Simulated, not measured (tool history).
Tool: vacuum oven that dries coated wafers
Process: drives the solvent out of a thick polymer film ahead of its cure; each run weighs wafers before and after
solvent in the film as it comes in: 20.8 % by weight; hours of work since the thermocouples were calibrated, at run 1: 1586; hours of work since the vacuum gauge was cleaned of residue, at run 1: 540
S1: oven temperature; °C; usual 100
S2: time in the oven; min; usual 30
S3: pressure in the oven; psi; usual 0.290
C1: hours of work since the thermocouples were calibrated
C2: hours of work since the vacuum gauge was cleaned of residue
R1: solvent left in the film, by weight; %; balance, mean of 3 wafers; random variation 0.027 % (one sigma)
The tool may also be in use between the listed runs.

Run 1, hour 0.0: usual settings; C1 1586; C2 540. Result: R1 1.69 %.
Run 2, hour 19.8: usual settings; C1 1596; C2 550. Result: R1 1.64 %.
Run 3, hour 40.6: usual settings; C1 1607; C2 561. Result: R1 1.67 %.
Run 4, hour 55.4: usual settings; C1 1615; C2 569. Result: R1 1.68 %.
Run 5, hour 71.6: usual settings; C1 1624; C2 578. Result: R1 1.70 %.
Run 6, hour 91.1: usual settings but S2 43 min; C1 1634; C2 588. Result: R1 1.12 %.
Run 7, hour 117.6: usual settings but S2 43 min; C1 1649; C2 603. Result: R1 1.09 %.
Run 8, hour 137.5: usual settings but S2 23 min; C1 1659; C2 613. Result: R1 2.46 %.
Run 9, hour 148.7: usual settings but S2 23 min; C1 1665; C2 619. Result: R1 2.46 %.
Run 10, hour 161.0: usual settings but S3 0.210 psi; C1 1672; C2 626. Result: R1 1.45 %.
Run 11, hour 180.2: usual settings but S3 0.673 psi; C1 1682; C2 636. Result: R1 2.85 %.
Run 12, hour 191.9: usual settings but S3 0.673 psi; C1 1689; C2 643. Result: R1 2.83 %.
Run 13, hour 217.0: usual settings; C1 1702; C2 656. Result: R1 1.65 %.
Run 14, hour 237.2: usual settings; C1 1713; C2 667. Result: R1 1.65 %.
Run 15, hour 250.3: usual settings; C1 1720; C2 674. Result: R1 1.70 %.
Run 16, hour 270.9: usual settings; C1 1731; C2 685. Result: R1 1.65 %.
At hour 285.4: oven's thermocouples calibrated.
Run 17, hour 299.5: usual settings; C1 8; C2 699. Result: R1 1.69 %.
Run 18, hour 323.9: usual settings; C1 21; C2 712. Result: R1 1.73 %.
Run 19, hour 342.4: usual settings; C1 31; C2 722. Result: R1 1.67 %.
Run 20, hour 359.1: usual settings; C1 40; C2 731. Result: R1 1.68 %.
Run 21, hour 373.9: usual settings; C1 47; C2 739. Result: R1 1.70 %.
Run 22, hour 388.3: usual settings; C1 55; C2 747. Result: R1 1.69 %.
Run 23, hour 414.3: usual settings but S2 38 min, S3 0.205 psi; C1 69; C2 761. Result: R1 1.01 %.
Run 24, hour 431.4: usual settings but S1 86 °C, S3 0.205 psi; C1 78; C2 770. Result: R1 4.71 %.
Run 25, hour 457.3: usual settings but S1 93 °C, S2 29 min, S3 0.393 psi; C1 92; C2 784. Result: R1 3.56 %.
Run 26, hour 482.5: usual settings but S2 34 min, S3 0.898 psi; C1 106; C2 797. Result: R1 3.31 %.
Run 27, hour 502.2: usual settings but S1 112 °C, S3 1.102 psi; C1 116; C2 808. Result: R1 2.43 %.
Run 28, hour 525.0: usual settings but S1 109 °C, S2 50 min, S3 0.489 psi; C1 129; C2 820. Result: R1 1.11 %.
Run 29, hour 549.5: usual settings but S1 109 °C, S2 50 min, S3 0.489 psi; C1 142; C2 833. Result: R1 1.13 %.
Run 30, hour 561.6: usual settings but S1 93 °C, S2 36 min, S3 0.184 psi; C1 148; C2 840. Result: R1 1.98 %.
Run 31, hour 580.6: usual settings but S1 93 °C, S2 16 min, S3 0.157 psi; C1 158; C2 850. Result: R1 5.81 %.
Run 32, hour 598.4: usual settings but S1 90 °C, S2 53 min, S3 1.107 psi; C1 168; C2 860. Result: R1 5.65 %.
Run 33, hour 616.3: usual settings but S1 90 °C, S2 52 min, S3 0.811 psi; C1 178; C2 869. Result: R1 4.38 %.
Run 34, hour 628.6: usual settings but S1 101 °C, S2 22 min; C1 184; C2 876. Result: R1 2.41 %.
Run 35, hour 640.5: usual settings but S1 112 °C, S2 38 min, S3 0.174 psi; C1 191; C2 882. Result: R1 0.37 %.
Run 36, hour 656.6: usual settings but S1 112 °C, S2 38 min, S3 0.174 psi; C1 199; C2 891. Result: R1 0.41 %.
Run 37, hour 680.5: usual settings but S1 89 °C, S2 24 min; C1 212; C2 904. Result: R1 5.26 %.
Run 38, hour 698.0: usual settings but S1 106 °C, S2 24 min, S3 0.756 psi; C1 221; C2 913. Result: R1 2.60 %.
Run 39, hour 720.7: usual settings but S1 102 °C, S2 17 min, S3 0.151 psi; C1 234; C2 925. Result: R1 2.89 %.
Run 40, hour 744.3: usual settings but S1 98 °C; C1 246; C2 938. Result: R1 2.06 %.
Run 41, hour 759.7: usual settings but S1 98 °C, S2 46 min, S3 0.876 psi; C1 255; C2 946. Result: R1 3.21 %.
Run 42, hour 780.6: usual settings but S1 86 °C, S2 16 min, S3 0.331 psi; C1 266; C2 957. Result: R1 8.58 %.

How the hidden state differs across the entries between the runs, from the last listed run before each to the first after it:
Between runs 16 and 17: oven's thermocouples calibrated (hour 285.4)
  true wafer temperature over the reading, C: 0.06 -> -0.01
